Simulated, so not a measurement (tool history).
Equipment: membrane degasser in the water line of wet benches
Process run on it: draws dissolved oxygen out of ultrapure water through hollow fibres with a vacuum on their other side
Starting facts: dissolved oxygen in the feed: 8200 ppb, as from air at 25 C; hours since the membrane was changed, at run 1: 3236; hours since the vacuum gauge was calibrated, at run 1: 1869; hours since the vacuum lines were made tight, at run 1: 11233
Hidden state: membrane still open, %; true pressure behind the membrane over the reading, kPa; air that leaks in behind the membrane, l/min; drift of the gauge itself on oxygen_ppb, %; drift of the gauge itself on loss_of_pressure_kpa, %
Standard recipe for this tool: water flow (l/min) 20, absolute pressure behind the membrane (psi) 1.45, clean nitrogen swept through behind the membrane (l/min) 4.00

| run | hour | water flow (l/min) | absolute pressure behind the membrane (psi) | clean nitrogen swept through behind the membrane (l/min) | hours since the membrane was changed | hours since the vacuum gauge was calibrated | hours since the vacuum lines were made tight | dissolved oxygen in the water behind the degasser (ppb) | pressure that the water loses in the fibres (psi) |
|---|---|---|---|---|---|---|---|---|---|
| 1 | 0.0 | 20 | 1.45 | 4.00 | 3236 | 1869 | 11233 | 158.0 | 5.867 |
| 2 | 98.6 | 20 | 1.45 | 4.00 | 3335 | 1968 | 11332 | 157.5 | 5.846 |
| 3 | 166.5 | 20 | 1.45 | 4.00 | 3402 | 2036 | 11399 | 156.6 | 5.889 |
| 4 | 263.7 | 20 | 1.45 | 4.00 | 3500 | 2133 | 11497 | 155.0 | 5.900 |
| 5 | 389.8 | 20 | 1.60 | 4.00 | 3626 | 2259 | 11623 | 168.7 | 5.878 |
| 6 | 501.4 | 20 | 1.73 | 4.00 | 3737 | 2370 | 11734 | 181.2 | 5.935 |
| 7 | 586.4 | 19 | 1.45 | 4.00 | 3822 | 2455 | 11819 | 140.7 | 5.600 |
|  | 664.2 | seals of the vacuum lines changed |
| 8 | 692.8 | 19 | 1.45 | 4.00 | 3927 | 2560 | 29 | 140.2 | 5.559 |
| 9 | 776.4 | 19 | 1.45 | 11.67 | 4010 | 2643 | 112 | 90.0 | 5.622 |
| 10 | 888.4 | 19 | 1.45 | 11.67 | 4122 | 2755 | 224 | 91.4 | 5.587 |
| 11 | 1015.9 | 20 | 1.45 | 3.15 | 4250 | 2883 | 352 | 178.2 | 5.928 |
| 12 | 1138.3 | 20 | 1.15 | 3.15 | 4372 | 3005 | 474 | 147.0 | 5.903 |
| 13 | 1261.3 | 20 | 1.15 | 3.15 | 4495 | 3128 | 597 | 148.8 | 5.902 |
| 14 | 1354.8 | 20 | 1.28 | 4.00 | 4589 | 3222 | 691 | 144.4 | 5.928 |
| 15 | 1438.1 | 20 | 1.28 | 4.00 | 4672 | 3305 | 774 | 142.8 | 5.939 |
| 16 | 1539.7 | 20 | 1.28 | 4.00 | 4774 | 3407 | 875 | 144.2 | 5.933 |
| 17 | 1642.6 | 17 | 1.29 | 4.22 | 4876 | 3510 | 978 | 101.2 | 5.049 |
|  | 1650.2 | vacuum gauge calibrated |
| 18 | 1727.0 | 26 | 2.94 | 3.87 | 4960 | 77 | 1062 | 428.8 | 7.751 |
| 19 | 1842.4 | 23 | 1.45 | 4.00 | 5076 | 192 | 1178 | 218.0 | 6.786 |
| 20 | 1912.4 | 20 | 1.45 | 7.55 | 5146 | 262 | 1248 | 123.0 | 5.951 |

For run 21, what comes out?
| 21 | 1965.8 | 20 | 1.45 | 7.55 | 5199 | 316 | 1301 | ? | ? |

Run 21 gave dissolved oxygen in the water behind the degasser (ppb) 124.1, pressure that the water loses in the fibres (psi) 5.941.
Take away the tool's hidden state, keep the run-to-run variation as it was, and the same run would have given dissolved oxygen in the water behind the degasser (ppb) 114.0, pressure that the water loses in the fibres (psi) 5.799.

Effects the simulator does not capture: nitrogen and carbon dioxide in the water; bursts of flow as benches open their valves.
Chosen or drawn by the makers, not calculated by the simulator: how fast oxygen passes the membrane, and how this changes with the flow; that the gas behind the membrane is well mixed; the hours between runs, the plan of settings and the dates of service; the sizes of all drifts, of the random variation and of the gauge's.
